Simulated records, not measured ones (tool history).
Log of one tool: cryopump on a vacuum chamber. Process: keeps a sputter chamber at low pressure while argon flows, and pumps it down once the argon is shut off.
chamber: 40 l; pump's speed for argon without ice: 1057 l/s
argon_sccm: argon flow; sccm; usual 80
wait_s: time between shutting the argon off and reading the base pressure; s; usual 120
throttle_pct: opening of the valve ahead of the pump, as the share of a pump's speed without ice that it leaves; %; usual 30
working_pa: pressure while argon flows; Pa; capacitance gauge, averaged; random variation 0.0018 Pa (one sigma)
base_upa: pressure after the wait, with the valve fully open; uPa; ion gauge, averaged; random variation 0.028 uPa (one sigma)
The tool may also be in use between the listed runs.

run   hour  argon_sccm  wait_s  throttle_pct  working_pa  base_upa
  1    0.0          80     120            30      0.4814      1.69
  2   15.2          80     120            30      0.4801      1.73
  3   34.9          80     120            25      0.5664      1.75
  4   54.0          80     120            49      0.3178      1.74
  5   74.0          80     120            49      0.3204      1.80
  6   92.1          80     120            49      0.3179      1.75
     100.9  -- pump warmed up, emptied and cooled again
  7  116.9          80     120            49      0.2644      1.55
  8  139.2          80     120            49      0.2624      1.56
  9  152.8         157     120            30      0.8413      1.51
 10  169.5         157     120            30      0.8500      1.54
 11  181.7         157     120            30      0.8468      1.57
 12  203.0          80     120            30      0.4313      1.58
 13  213.8          80     120            30      0.4342      1.57
 14  235.5          80     120            30      0.4317      1.58
 15  256.5          80     120            30      0.4321      1.57
 16  277.8          80     120            30      0.4352      1.56
 17  300.3          80     120            30      0.4359      1.62
 18  310.0         129      38            46      0.4668      3.88
 19  329.2         129      38            46      0.4656      3.89
 20  341.8         129      38            46      0.4704      3.90
 21  360.7          53      23            31      0.2803      6.21
 22  379.0          53      23            31      0.2817      6.13
 23  393.6          53      23            31      0.2822      6.04
 24  407.2          53      23            31      0.2833      6.02
 25  424.7          33      68            34      0.1629      2.48
 26  446.6          33     272            50      0.1137      1.05
 27  459.0          51     120            24      0.3497      1.61
 28  472.3         159      94            55      0.4969      2.02
 29  488.5          80      77            34      0.3925      2.25
 30  506.9          68      69            37      0.3127      2.42
 31  525.5          80      32            31      0.4355      4.51
 32  545.8          40      32            47      0.1460      4.68
 33  559.0          40      32            47      0.1485      4.64
 34  569.6          37     137            19      0.3217      1.57

3 ways to go on from here, each from the tool as it stands after run 34. What would each give?
  A  582.7          37     137            47           ?         ?
  B  582.7          37     137            27           ?         ?
  C  582.7          92     120            30           ?         ?

run  working_pa  base_upa
  A      0.1388      1.57
  B      0.2318      1.59
  C      0.5155      1.69
Without the tool's hidden state the same runs would have given:
run  working_pa  base_upa
  A      0.1274      1.23
  B      0.2204      1.25
  C      0.4874      1.36
